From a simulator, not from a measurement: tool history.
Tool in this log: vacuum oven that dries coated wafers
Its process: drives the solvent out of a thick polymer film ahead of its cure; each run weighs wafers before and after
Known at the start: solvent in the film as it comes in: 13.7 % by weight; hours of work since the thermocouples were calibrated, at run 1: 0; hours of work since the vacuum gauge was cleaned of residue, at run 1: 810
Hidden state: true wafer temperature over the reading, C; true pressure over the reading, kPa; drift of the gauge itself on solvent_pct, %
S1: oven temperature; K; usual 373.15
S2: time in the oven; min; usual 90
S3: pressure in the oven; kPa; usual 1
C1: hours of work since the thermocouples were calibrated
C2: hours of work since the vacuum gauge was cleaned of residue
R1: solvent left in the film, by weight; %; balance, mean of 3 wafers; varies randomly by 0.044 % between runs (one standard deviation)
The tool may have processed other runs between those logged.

run     day      S1  S2    S3   C1    C2    R1
  1       0  373.15  90     1    0   810  3.58
  2   5.167  373.15  87     1   65   876  3.65
  3  10.046  373.15  87     1  127   937  3.67
  4  13.288  373.15  87     1  168   978  3.71
  5  15.467  373.15  87     1  195  1005  3.66
  6  18.058  373.15  73     1  228  1038  4.28
  7    20.8  371.15  90     1  262  1073  3.96
  8  25.717  372.15  90     1  324  1135  3.74
  9  30.108  372.15  90     1  380  1190  3.74
 10  33.862  372.15  90     1  427  1237  3.71
 11  37.317  372.15  52  3.43  471  1281  6.93
 12  39.671  372.15  52  3.43  500  1311  6.81
 13  43.567  369.15  52  3.43  549  1360  7.55
 14    46.6  369.15  96  2.74  588  1398  5.14

Branching from run 14: 5 alternative next runs. What would each branch give?
  A  51.5  385.15  96  0.77  650  1460   ?
  B  51.5  363.15  90     1  650  1460   ?
  C  51.5  369.15  78   0.5  650  1460   ?
  D  51.5  369.15  96  0.72  650  1460   ?
  E  51.5  384.15  51  0.53  650  1460   ?

run    R1
  A  1.27
  B  5.65
  C  4.56
  D  4.02
  E  3.19
Take away the tool's hidden state, keep each run's random variation, and the runs would have read:
run    R1
  A  1.15
  B  5.53
  C  4.47
  D   3.9
  E  3.17
